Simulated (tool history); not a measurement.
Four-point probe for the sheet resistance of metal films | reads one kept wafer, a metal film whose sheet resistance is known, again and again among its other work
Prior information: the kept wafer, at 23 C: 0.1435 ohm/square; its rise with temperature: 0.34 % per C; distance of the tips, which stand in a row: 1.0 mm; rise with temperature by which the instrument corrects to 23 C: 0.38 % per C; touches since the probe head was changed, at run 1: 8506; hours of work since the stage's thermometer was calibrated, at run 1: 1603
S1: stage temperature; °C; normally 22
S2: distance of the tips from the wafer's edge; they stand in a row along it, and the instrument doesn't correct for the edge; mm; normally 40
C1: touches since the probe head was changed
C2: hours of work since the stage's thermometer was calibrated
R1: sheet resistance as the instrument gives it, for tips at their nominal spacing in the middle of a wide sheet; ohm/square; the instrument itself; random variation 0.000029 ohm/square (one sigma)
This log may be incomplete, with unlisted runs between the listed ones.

run	day	S1	S2	C1	C2	R1
1	0.000	22	40	8506	1603	0.142651
2	0.654	22	40	8765	1611	0.142620
3	1.375	22	58	9050	1619	0.142640
4	2.292	22	58	9414	1629	0.142665
5	2.804	22	58	9617	1635	0.142628
6	3.504	22	58	9894	1643	0.142652
7	4.442	22	58	10266	1653	0.142644
8	4.942	22	58	10463	1659	0.142658
9	5.738	22	58	10779	1668	0.142636
10	6.583	22	58	11113	1677	0.142599
11	7.738	22	58	11571	1690	0.142612
12	8.883	22	58	12024	1703	0.142621
13	10.050	20	29	12487	1716	0.142866
14	10.979	33	15	12855	1726	0.142291
15	11.808	18	5	13184	1736	0.145939
16	12.871	28	5	13603	1747	0.145245
17	13.792	21	5	13969	1758	0.145632
18	14.904	21	5	14410	1770	0.145719
19	15.546	21	5	14663	1777	0.145688

Consider 5 possible next runs. They are alternatives, not a sequence: every one starts from the tool as it was left by run 19. What does each give?
A	16.325	35	8	14972	1786	?
B	16.325	22	17	14972	1786	?
C	16.325	22	5	14972	1786	?
D	16.325	21	29	14972	1786	?
E	16.325	29	71	14972	1786	?

run	R1
A	0.142977
B	0.142879
C	0.145647
D	0.142773
E	0.142233
Without the tool's hidden state the same runs would have given:
run	R1
A	0.143921
B	0.143837
C	0.146622
D	0.143731
E	0.143179
